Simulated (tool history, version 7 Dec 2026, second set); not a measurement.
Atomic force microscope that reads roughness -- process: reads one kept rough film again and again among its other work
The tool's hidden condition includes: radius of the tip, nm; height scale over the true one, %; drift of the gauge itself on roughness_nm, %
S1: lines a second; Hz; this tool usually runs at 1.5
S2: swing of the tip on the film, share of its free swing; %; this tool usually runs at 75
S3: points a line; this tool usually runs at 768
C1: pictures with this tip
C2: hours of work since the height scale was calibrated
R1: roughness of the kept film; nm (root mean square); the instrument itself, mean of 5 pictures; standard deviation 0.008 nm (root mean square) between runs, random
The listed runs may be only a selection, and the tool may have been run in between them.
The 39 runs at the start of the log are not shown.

run 40 hour=580.8 | S1=3.67 S2=84 S3=556 | C1=88 C2=921 | R1=1.055
run 41 hour=596.9 | S1=1.78 S2=84 S3=556 | C1=110 C2=933 | R1=1.197
-- hour=603.6 new tip fitted
run 42 hour=608.9 | S1=2.04 S2=80 S3=768 | C1=7 C2=942 | R1=1.575
run 43 hour=625.1 | S1=2.17 S2=87 S3=551 | C1=29 C2=955 | R1=1.345
run 44 hour=636 | S1=2.17 S2=87 S3=551 | C1=44 C2=964 | R1=1.3
run 45 hour=646.5 | S1=1.67 S2=64 S3=503 | C1=58 C2=972 | R1=1.543
run 46 hour=658.2 | S1=1.67 S2=64 S3=503 | C1=74 C2=982 | R1=1.494
run 47 hour=666.7 | S1=0.79 S2=59 S3=503 | C1=86 C2=989 | R1=1.516
run 48 hour=685.9 | S1=0.79 S2=59 S3=503 | C1=112 C2=1004 | R1=1.427
-- hour=692.2 new tip fitted
run 49 hour=704.6 | S1=0.79 S2=59 S3=503 | C1=16 C2=1018 | R1=1.805
run 50 hour=718.8 | S1=0.79 S2=59 S3=503 | C1=36 C2=1030 | R1=1.73
run 51 hour=731.1 | S1=1.5 S2=62 S3=768 | C1=52 C2=1040 | R1=1.63
run 52 hour=751.7 | S1=1.5 S2=88 S3=768 | C1=80 C2=1056 | R1=1.294

Each row is a separate what-if for the run after 52, all from the same tool condition, not one after another. Results?
run A hour=770.8 | S1=2.29 S2=85 S3=946 | C1=106 C2=1071 | R1=?
run B hour=770.8 | S1=0.54 S2=82 S3=977 | C1=106 C2=1071 | R1=?
run C hour=770.8 | S1=2.35 S2=59 S3=364 | C1=106 C2=1071 | R1=?

run=A R1=1.152
run=B R1=1.439
run=C R1=1.399
Had the tool no hidden state, the same runs would have come out as:
run=A R1=1.492
run=B R1=1.864
run=C R1=1.811

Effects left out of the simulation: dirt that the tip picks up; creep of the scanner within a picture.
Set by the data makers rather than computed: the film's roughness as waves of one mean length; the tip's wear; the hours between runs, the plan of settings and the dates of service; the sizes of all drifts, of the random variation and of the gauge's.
